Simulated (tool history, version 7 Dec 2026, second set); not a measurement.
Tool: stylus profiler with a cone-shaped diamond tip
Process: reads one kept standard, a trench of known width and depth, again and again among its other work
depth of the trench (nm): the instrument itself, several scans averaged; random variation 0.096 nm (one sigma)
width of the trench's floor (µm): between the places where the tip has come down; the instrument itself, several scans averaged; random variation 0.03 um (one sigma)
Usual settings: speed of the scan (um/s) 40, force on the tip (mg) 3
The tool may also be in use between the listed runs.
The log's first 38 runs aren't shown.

run     day  speed of the scan (um/s)  force on the tip (mg)  scans with this tip  hours of work since the height scale was calibrated  depth of the trench (nm)  width of the trench's floor (µm)
 39  29.133                        28                   6.24                10608                                                  996                    203.32                             47.84
 40  30.104                        61                   1.22                10789                                                 1013                    201.63                             47.46
 41  30.812                        68                   1.95                10922                                                 1026                    201.99                             47.53
 42  31.667                       100                   8.01                11081                                                 1041                     203.8                              47.6
 43    32.2                       100                   8.01                11180                                                 1050                    203.92                             47.66
 44  32.908                       100                   1.05                11313                                                 1063                    201.66                             47.07
 45  33.579                        47                   1.24                11438                                                 1074                    201.75                             47.59
 46  34.267                        47                   1.24                11567                                                 1086                    201.71                             47.56

Forecast each of these 5 alternatives for the next run:
  A  34.983                        31                   1.86                11700                                                 1099                         ?                                 ?
  B  34.983                        14                   4.56                11700                                                 1099                         ?                                 ?
  C  34.983                        34                   1.27                11700                                                 1099                         ?                                 ?
  D  34.983                        17                   3.54                11700                                                 1099                         ?                                 ?
  E  34.983                        47                   6.81                11700                                                 1099                         ?                                 ?

run  depth of the trench (nm)  width of the trench's floor (µm)
  A                    201.98                             47.74
  B                    203.05                             47.88
  C                    201.83                             47.69
  D                    202.78                             47.83
  E                    203.58                             47.77
Without the tool's hidden state the same runs would have given:
run  depth of the trench (nm)  width of the trench's floor (µm)
  A                    201.09                             48.07
  B                    202.15                             48.21
  C                    200.94                             48.02
  D                    201.88                             48.16
  E                    202.67                              48.1
